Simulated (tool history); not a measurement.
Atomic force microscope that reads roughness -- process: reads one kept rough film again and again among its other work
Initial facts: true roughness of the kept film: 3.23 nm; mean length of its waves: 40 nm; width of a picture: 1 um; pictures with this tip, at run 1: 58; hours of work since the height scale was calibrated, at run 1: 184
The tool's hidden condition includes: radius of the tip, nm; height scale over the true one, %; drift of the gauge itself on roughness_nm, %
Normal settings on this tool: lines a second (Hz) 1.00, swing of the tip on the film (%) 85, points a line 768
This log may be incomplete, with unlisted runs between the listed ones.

| run | hour | lines a second (Hz) | swing of the tip on the film (%) | points a line | pictures with this tip | hours of work since the height scale was calibrated | roughness of the kept film (nm (root mean square)) |
|---|---|---|---|---|---|---|---|
| 1 | 0.0 | 1.00 | 85 | 768 | 58 | 184 | 2.181 |
|  | 3.9 | new tip fitted |
| 2 | 9.1 | 1.00 | 85 | 768 | 12 | 190 | 2.518 |
| 3 | 22.2 | 1.00 | 85 | 768 | 42 | 200 | 2.223 |
|  | 34.0 | new tip fitted |
| 4 | 36.7 | 1.00 | 85 | 768 | 6 | 211 | 2.596 |
| 5 | 48.1 | 1.00 | 85 | 369 | 32 | 220 | 2.342 |
|  | 63.8 | new tip fitted |
| 6 | 64.2 | 1.00 | 85 | 369 | 1 | 232 | 2.610 |
| 7 | 74.8 | 1.00 | 85 | 768 | 25 | 240 | 2.394 |
| 8 | 91.8 | 1.00 | 85 | 768 | 64 | 253 | 2.074 |
|  | 93.9 | new tip fitted |
| 9 | 108.9 | 2.96 | 85 | 768 | 34 | 266 | 1.903 |
| 10 | 121.0 | 2.96 | 85 | 768 | 62 | 275 | 1.741 |
|  | 124.2 | new tip fitted |
| 11 | 131.5 | 1.23 | 62 | 586 | 17 | 283 | 2.654 |
| 12 | 145.8 | 0.57 | 84 | 677 | 50 | 294 | 2.299 |
|  | 148.3 | height scale calibrated on a step standard |
|  | 155.5 | new tip fitted |
| 13 | 157.6 | 0.57 | 84 | 677 | 5 | 7 | 2.714 |
| 14 | 171.1 | 0.57 | 84 | 677 | 36 | 17 | 2.447 |
| 15 | 183.0 | 0.57 | 84 | 677 | 63 | 26 | 2.206 |
|  | 184.5 | new tip fitted |
| 16 | 199.6 | 0.77 | 86 | 528 | 34 | 38 | 2.382 |
|  | 214.2 | new tip fitted |
| 17 | 214.9 | 0.77 | 86 | 528 | 1 | 50 | 2.685 |

The logged runs with the hidden state left out (each run's random variation unchanged):
| run | roughness of the kept film (nm (root mean square)) |
|---|---|
| 1 | 2.663 |
| 2 | 2.661 |
| 3 | 2.637 |
| 4 | 2.668 |
| 5 | 2.653 |
| 6 | 2.633 |
| 7 | 2.661 |
| 8 | 2.639 |
| 9 | 2.175 |
| 10 | 2.192 |
| 11 | 2.877 |
| 12 | 2.785 |
| 13 | 2.780 |
| 14 | 2.794 |
| 15 | 2.789 |
| 16 | 2.708 |
| 17 | 2.714 |

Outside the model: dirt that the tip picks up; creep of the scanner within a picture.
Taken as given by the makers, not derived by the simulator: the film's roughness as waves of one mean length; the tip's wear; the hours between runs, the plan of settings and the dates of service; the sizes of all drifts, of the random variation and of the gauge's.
